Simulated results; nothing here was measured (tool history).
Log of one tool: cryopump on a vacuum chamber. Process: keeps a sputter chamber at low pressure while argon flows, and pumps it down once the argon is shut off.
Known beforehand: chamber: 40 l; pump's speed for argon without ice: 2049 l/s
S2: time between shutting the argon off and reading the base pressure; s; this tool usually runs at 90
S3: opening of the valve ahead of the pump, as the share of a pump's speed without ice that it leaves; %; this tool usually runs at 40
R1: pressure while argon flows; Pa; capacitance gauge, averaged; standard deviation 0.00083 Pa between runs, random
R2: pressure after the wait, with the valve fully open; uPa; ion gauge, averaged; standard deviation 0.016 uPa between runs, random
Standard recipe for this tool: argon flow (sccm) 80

run 1 hour=0 | argon_flow_(sccm)=80 S2=90 S3=40 | R1=0.1802 R2=0.84
run 2 hour=18.8 | argon_flow_(sccm)=80 S2=90 S3=40 | R1=0.1797 R2=0.86
run 3 hour=43.8 | argon_flow_(sccm)=80 S2=90 S3=40 | R1=0.1804 R2=0.86
run 4 hour=58.4 | argon_flow_(sccm)=80 S2=196 S3=40 | R1=0.182 R2=0.65
run 5 hour=84.4 | argon_flow_(sccm)=35 S2=90 S3=40 | R1=0.0789 R2=0.92
run 6 hour=112.9 | argon_flow_(sccm)=35 S2=90 S3=40 | R1=0.0797 R2=0.9
run 7 hour=139.1 | argon_flow_(sccm)=73 S2=90 S3=40 | R1=0.1646 R2=0.89
run 8 hour=168.4 | argon_flow_(sccm)=80 S2=90 S3=29 | R1=0.2462 R2=0.89
run 9 hour=193.4 | argon_flow_(sccm)=80 S2=90 S3=17 | R1=0.407 R2=0.87
-- hour=205.2 leaking fittings of the chamber tightened, without venting
run 10 hour=221.5 | argon_flow_(sccm)=80 S2=90 S3=40 | R1=0.1833 R2=0.63
run 11 hour=241 | argon_flow_(sccm)=80 S2=90 S3=34 | R1=0.2112 R2=0.63
run 12 hour=264.8 | argon_flow_(sccm)=80 S2=90 S3=34 | R1=0.213 R2=0.65
run 13 hour=288.2 | argon_flow_(sccm)=80 S2=207 S3=40 | R1=0.1846 R2=0.37
-- hour=295.4 pump warmed up, emptied and cooled again
run 14 hour=307.5 | argon_flow_(sccm)=80 S2=207 S3=40 | R1=0.1662 R2=0.37
run 15 hour=331.4 | argon_flow_(sccm)=80 S2=207 S3=40 | R1=0.1646 R2=0.38
run 16 hour=360.7 | argon_flow_(sccm)=80 S2=207 S3=40 | R1=0.1673 R2=0.36
run 17 hour=376.1 | argon_flow_(sccm)=44 S2=90 S3=40 | R1=0.0918 R2=0.61
run 18 hour=393.6 | argon_flow_(sccm)=44 S2=90 S3=40 | R1=0.091 R2=0.59
run 19 hour=411.2 | argon_flow_(sccm)=84 S2=236 S3=40 | R1=0.1756 R2=0.31
run 20 hour=427.3 | argon_flow_(sccm)=49 S2=70 S3=33 | R1=0.1245 R2=0.72
run 21 hour=442.9 | argon_flow_(sccm)=57 S2=149 S3=23 | R1=0.2054 R2=0.44
run 22 hour=460.1 | argon_flow_(sccm)=45 S2=107 S3=20 | R1=0.1874 R2=0.54
run 23 hour=480.3 | argon_flow_(sccm)=99 S2=90 S3=24 | R1=0.3439 R2=0.61
run 24 hour=503.5 | argon_flow_(sccm)=48 S2=90 S3=52 | R1=0.0789 R2=0.61
run 25 hour=523.7 | argon_flow_(sccm)=66 S2=83 S3=36 | R1=0.1533 R2=0.64
run 26 hour=544.7 | argon_flow_(sccm)=66 S2=83 S3=16 | R1=0.3391 R2=0.64
run 27 hour=575.5 | argon_flow_(sccm)=103 S2=91 S3=40 | R1=0.2161 R2=0.6
run 28 hour=590.9 | argon_flow_(sccm)=44 S2=72 S3=21 | R1=0.1746 R2=0.73
run 29 hour=622.7 | argon_flow_(sccm)=44 S2=72 S3=21 | R1=0.1742 R2=0.72
run 30 hour=637.4 | argon_flow_(sccm)=38 S2=168 S3=28 | R1=0.1155 R2=0.42
run 31 hour=654.4 | argon_flow_(sccm)=57 S2=183 S3=22 | R1=0.2185 R2=0.41
run 32 hour=686.3 | argon_flow_(sccm)=80 S2=170 S3=40 | R1=0.1697 R2=0.39
run 33 hour=703.3 | argon_flow_(sccm)=80 S2=127 S3=39 | R1=0.1741 R2=0.5

What would each run have given without the hidden state, its run-to-run variation left as it was?
The tool's hidden condition here consists of: pump's speed, % of a pump's without ice; cold plate's temperature, K; leak into the chamber, uPa l/s; drift of the gauge itself on working_pa, %; drift of the gauge itself on base_upa, %.
run=1 R1=0.1654 R2=0.55
run=2 R1=0.1648 R2=0.57
run=3 R1=0.165 R2=0.57
run=4 R1=0.1662 R2=0.35
run=5 R1=0.0719 R2=0.61
run=6 R1=0.0725 R2=0.59
run=7 R1=0.1492 R2=0.59
run=8 R1=0.2288 R2=0.58
run=9 R1=0.3892 R2=0.55
run=10 R1=0.1651 R2=0.57
run=11 R1=0.1927 R2=0.57
run=12 R1=0.1941 R2=0.59
run=13 R1=0.1653 R2=0.3
run=14 R1=0.1655 R2=0.35
run=15 R1=0.1636 R2=0.35
run=16 R1=0.1659 R2=0.34
run=17 R1=0.0909 R2=0.59
run=18 R1=0.0901 R2=0.56
run=19 R1=0.1736 R2=0.28
run=20 R1=0.1233 R2=0.69
run=21 R1=0.2038 R2=0.4
run=22 R1=0.1861 R2=0.51
run=23 R1=0.3406 R2=0.57
run=24 R1=0.0771 R2=0.57
run=25 R1=0.1507 R2=0.6
run=26 R1=0.3363 R2=0.6
run=27 R1=0.2112 R2=0.56
run=28 R1=0.1724 R2=0.69
run=29 R1=0.1718 R2=0.67
run=30 R1=0.1134 R2=0.37
run=31 R1=0.2152 R2=0.36
run=32 R1=0.1646 R2=0.33
run=33 R1=0.1688 R2=0.45

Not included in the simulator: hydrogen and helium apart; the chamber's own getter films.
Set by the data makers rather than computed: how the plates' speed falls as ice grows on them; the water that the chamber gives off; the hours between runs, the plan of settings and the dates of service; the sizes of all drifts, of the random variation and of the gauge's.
